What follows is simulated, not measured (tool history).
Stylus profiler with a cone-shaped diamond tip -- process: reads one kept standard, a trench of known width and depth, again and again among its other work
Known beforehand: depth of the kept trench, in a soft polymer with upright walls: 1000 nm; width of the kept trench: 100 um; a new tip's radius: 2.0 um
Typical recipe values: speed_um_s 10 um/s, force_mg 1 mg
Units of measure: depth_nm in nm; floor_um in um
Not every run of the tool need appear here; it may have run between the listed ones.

{"run": 1, "hour": 0.0, "speed_um_s": 10, "force_mg": 1, "depth_nm": 1009.76, "floor_um": 96.47}
{"run": 2, "hour": 24.8, "speed_um_s": 10, "force_mg": 1, "depth_nm": 1009.87, "floor_um": 96.48}
{"run": 3, "hour": 51.9, "speed_um_s": 10, "force_mg": 1, "depth_nm": 1009.23, "floor_um": 96.47}
{"run": 4, "hour": 77.7, "speed_um_s": 10, "force_mg": 2.24, "depth_nm": 1016.52, "floor_um": 96.44}
{"run": 5, "hour": 99.9, "speed_um_s": 10, "force_mg": 0.41, "depth_nm": 1004.97, "floor_um": 96.46}
{"run": 6, "hour": 122.1, "speed_um_s": 10, "force_mg": 1, "depth_nm": 1009.88, "floor_um": 96.4}
{"run": 7, "hour": 144.5, "speed_um_s": 10, "force_mg": 1.86, "depth_nm": 1014.71, "floor_um": 96.38}
{"run": 8, "hour": 172.1, "speed_um_s": 10, "force_mg": 1, "depth_nm": 1009.34, "floor_um": 96.45}
{"run": 9, "hour": 191.5, "speed_um_s": 10, "force_mg": 2.3, "depth_nm": 1016.68, "floor_um": 96.47}
{"run": 10, "hour": 237.0, "speed_um_s": 10, "force_mg": 2.3, "depth_nm": 1016.77, "floor_um": 96.51}
{"run": 11, "hour": 260.9, "speed_um_s": 10, "force_mg": 2.3, "depth_nm": 1016.77, "floor_um": 96.54}
{"run": 12, "hour": 280.7, "speed_um_s": 10, "force_mg": 2.3, "depth_nm": 1016.54, "floor_um": 96.49}
{"run": 13, "hour": 314.8, "speed_um_s": 10, "force_mg": 1, "depth_nm": 1009.2, "floor_um": 96.45}
{"run": 14, "hour": 357.9, "speed_um_s": 10, "force_mg": 1, "depth_nm": 1009.33, "floor_um": 96.47}
{"run": 15, "hour": 393.3, "speed_um_s": 10, "force_mg": 1, "depth_nm": 1009.26, "floor_um": 96.49}
{"run": 16, "hour": 421.5, "speed_um_s": 10, "force_mg": 1, "depth_nm": 1009.87, "floor_um": 96.4}
{"run": 17, "hour": 446.2, "speed_um_s": 10, "force_mg": 0.65, "depth_nm": 1006.88, "floor_um": 96.44}
{"run": 18, "hour": 492.5, "speed_um_s": 34, "force_mg": 2.28, "depth_nm": 1016.4, "floor_um": 96.47}
{"run": 19, "hour": 524.3, "speed_um_s": 28, "force_mg": 1.42, "depth_nm": 1011.95, "floor_um": 96.38}
{"run": 20, "hour": 544.6, "speed_um_s": 3, "force_mg": 1.7, "depth_nm": 1013.64, "floor_um": 96.48}
{"run": 21, "hour": 571.4, "speed_um_s": 3, "force_mg": 1.7, "depth_nm": 1013.91, "floor_um": 96.49}
{"run": 22, "hour": 600.6, "speed_um_s": 23, "force_mg": 0.49, "depth_nm": 1005.79, "floor_um": 96.39}
{"run": 23, "hour": 643.6, "speed_um_s": 10, "force_mg": 0.67, "depth_nm": 1007.74, "floor_um": 96.47}
{"run": 24, "hour": 672.7, "speed_um_s": 10, "force_mg": 0.67, "depth_nm": 1006.79, "floor_um": 96.41}
{"run": 25, "hour": 719.1, "speed_um_s": 10, "force_mg": 0.67, "depth_nm": 1007.03, "floor_um": 96.46}
{"run": 26, "hour": 752.7, "speed_um_s": 33, "force_mg": 1.57, "depth_nm": 1013.1, "floor_um": 96.42}
{"run": 27, "hour": 785.4, "speed_um_s": 33, "force_mg": 1.57, "depth_nm": 1012.91, "floor_um": 96.42}
{"run": 28, "hour": 818.9, "speed_um_s": 33, "force_mg": 1.57, "depth_nm": 1012.9, "floor_um": 96.4}
{"run": 29, "hour": 844.5, "speed_um_s": 7, "force_mg": 1.79, "depth_nm": 1014.04, "floor_um": 96.49}
{"run": 30, "hour": 873.4, "speed_um_s": 23, "force_mg": 2.26, "depth_nm": 1016.3, "floor_um": 96.44}
{"run": 31, "hour": 908.5, "speed_um_s": 5, "force_mg": 1.54, "depth_nm": 1012.59, "floor_um": 96.5}
{"run": 32, "hour": 949.6, "speed_um_s": 36, "force_mg": 1.58, "depth_nm": 1012.82, "floor_um": 96.35}

Predict each of these 3 candidate next runs independently; none follows another, all start after run 32:
{"run": "A", "hour": 988.1, "speed_um_s": 10, "force_mg": 0.34, "depth_nm": "?", "floor_um": "?"}
{"run": "B", "hour": 988.1, "speed_um_s": 36, "force_mg": 1.33, "depth_nm": "?", "floor_um": "?"}
{"run": "C", "hour": 988.1, "speed_um_s": 36, "force_mg": 1.09, "depth_nm": "?", "floor_um": "?"}

run=A depth_nm=1004.25 floor_um=96.39
run=B depth_nm=1011.49 floor_um=96.41
run=C depth_nm=1010.03 floor_um=96.33
The same runs, with their run-to-run variation unchanged, on a tool lacking any hidden condition would have given:
run=A depth_nm=1004.28 floor_um=96.42
run=B depth_nm=1011.52 floor_um=96.44
run=C depth_nm=1010.06 floor_um=96.36
